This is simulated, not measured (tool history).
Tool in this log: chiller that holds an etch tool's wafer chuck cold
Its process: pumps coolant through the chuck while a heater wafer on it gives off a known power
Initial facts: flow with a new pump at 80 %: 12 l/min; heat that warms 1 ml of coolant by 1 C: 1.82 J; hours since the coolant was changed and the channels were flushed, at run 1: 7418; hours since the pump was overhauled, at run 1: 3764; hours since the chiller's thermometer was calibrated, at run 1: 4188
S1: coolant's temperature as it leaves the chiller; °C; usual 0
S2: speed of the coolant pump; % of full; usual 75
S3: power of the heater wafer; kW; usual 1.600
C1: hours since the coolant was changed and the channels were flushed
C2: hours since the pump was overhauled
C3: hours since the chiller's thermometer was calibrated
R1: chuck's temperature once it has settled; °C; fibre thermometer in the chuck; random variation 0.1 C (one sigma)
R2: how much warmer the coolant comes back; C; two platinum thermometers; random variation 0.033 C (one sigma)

| run | hour | S1 | S2 | S3 | C1 | C2 | C3 | R1 | R2 |
|---|---|---|---|---|---|---|---|---|---|
| 1 | 0.0 | 0 | 75 | 1.600 | 7418 | 3764 | 4188 | 16.0 | 4.85 |
| 2 | 54.4 | 0 | 75 | 1.600 | 7472 | 3819 | 4242 | 16.0 | 4.78 |
| 3 | 138.3 | 0 | 75 | 1.600 | 7556 | 3903 | 4326 | 16.1 | 4.85 |
| 4 | 230.4 | 0 | 75 | 1.600 | 7648 | 3995 | 4418 | 16.1 | 4.84 |
|  | 289.4 | chiller's thermometer calibrated |
| 5 | 320.9 | 0 | 75 | 1.600 | 7738 | 4084 | 32 | 15.5 | 4.82 |
| 6 | 371.1 | 0 | 75 | 1.600 | 7788 | 4134 | 82 | 15.5 | 4.83 |
| 7 | 427.3 | 0 | 75 | 1.600 | 7844 | 4191 | 138 | 15.6 | 4.86 |
| 8 | 516.5 | 0 | 75 | 1.600 | 7933 | 4280 | 227 | 15.6 | 4.82 |
| 9 | 559.5 | 0 | 75 | 1.600 | 7976 | 4323 | 270 | 15.6 | 4.86 |
| 10 | 642.7 | 0 | 75 | 1.600 | 8060 | 4406 | 353 | 15.8 | 4.85 |
| 11 | 719.3 | 0 | 75 | 1.600 | 8136 | 4483 | 430 | 15.7 | 4.89 |
| 12 | 794.0 | 0 | 75 | 1.861 | 8211 | 4557 | 505 | 18.6 | 5.65 |
| 13 | 851.4 | 0 | 75 | 1.861 | 8268 | 4615 | 562 | 18.6 | 5.64 |
| 14 | 916.8 | -8 | 63 | 1.861 | 8334 | 4680 | 627 | 13.3 | 6.96 |
| 15 | 1009.5 | -8 | 63 | 1.861 | 8426 | 4773 | 720 | 13.2 | 6.93 |
| 16 | 1091.6 | -8 | 85 | 1.764 | 8509 | 4855 | 802 | 8.2 | 4.67 |

The next listed run, before its measurement:
| 17 | 1140.9 | -7 | 72 | 1.464 | 8558 | 4904 | 852 | ? | ? |

{"run 17": {"R1": 8.3, "R2": 4.69}}
On a tool with no hidden condition, and with the same random variation, this run would have come out at R1 5.4 °C, R2 4.53 C.
